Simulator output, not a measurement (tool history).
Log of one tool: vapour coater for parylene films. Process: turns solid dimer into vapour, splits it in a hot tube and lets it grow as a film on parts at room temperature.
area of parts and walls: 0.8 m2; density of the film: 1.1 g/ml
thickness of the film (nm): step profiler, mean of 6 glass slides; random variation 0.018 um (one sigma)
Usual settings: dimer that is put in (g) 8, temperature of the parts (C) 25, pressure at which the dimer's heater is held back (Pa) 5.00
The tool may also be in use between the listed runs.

| run | hour | dimer that is put in (g) | temperature of the parts (C) | pressure at which the dimer's heater is held back (Pa) | thickness of the film (nm) |
|---|---|---|---|---|---|
| 1 | 0.0 | 8 | 25 | 5.00 | 5900 |
| 2 | 28.3 | 8 | 25 | 5.00 | 5890 |
| 3 | 51.6 | 8 | 25 | 5.00 | 5850 |
| 4 | 68.1 | 8 | 25 | 5.47 | 5760 |
| 5 | 86.1 | 3 | 25 | 5.00 | 2220 |
| 6 | 104.5 | 3 | 25 | 5.00 | 2210 |
| 7 | 126.8 | 8 | 25 | 5.00 | 5870 |
| 8 | 153.3 | 8 | 25 | 5.00 | 5900 |
| 9 | 171.0 | 8 | 25 | 5.00 | 5900 |
| 10 | 187.1 | 8 | 31 | 5.00 | 4810 |
| 11 | 201.9 | 8 | 31 | 5.00 | 4830 |
|  | 231.5 | trap's valve overhauled |
| 12 | 233.9 | 4 | 33 | 3.60 | 2430 |
| 13 | 259.9 | 7 | 19 | 2.18 | 7770 |
| 14 | 281.6 | 7 | 19 | 2.18 | 7770 |
| 15 | 308.4 | 3 | 25 | 2.32 | 2670 |
| 16 | 328.3 | 8 | 25 | 2.43 | 7060 |
| 17 | 340.9 | 5 | 25 | 6.78 | 3460 |
| 18 | 358.5 | 8 | 19 | 5.00 | 7270 |
| 19 | 384.1 | 8 | 32 | 2.24 | 5700 |

5 ways to go on from here, each from the tool as it stands after run 19. What would each give?
| A | 397.2 | 8 | 35 | 5.32 | ? |
| B | 397.2 | 8 | 32 | 10.95 | ? |
| C | 397.2 | 6 | 24 | 8.61 | ? |
| D | 397.2 | 5 | 26 | 10.73 | ? |
| E | 397.2 | 8 | 22 | 5.00 | ? |

| run | thickness of the film (nm) |
|---|---|
| A | 4180 |
| B | 3860 |
| C | 4050 |
| D | 2970 |
| E | 6600 |
Without the tool's hidden state the same runs would have given:
| run | thickness of the film (nm) |
|---|---|
| A | 4120 |
| B | 3800 |
| C | 3990 |
| D | 2930 |
| E | 6510 |
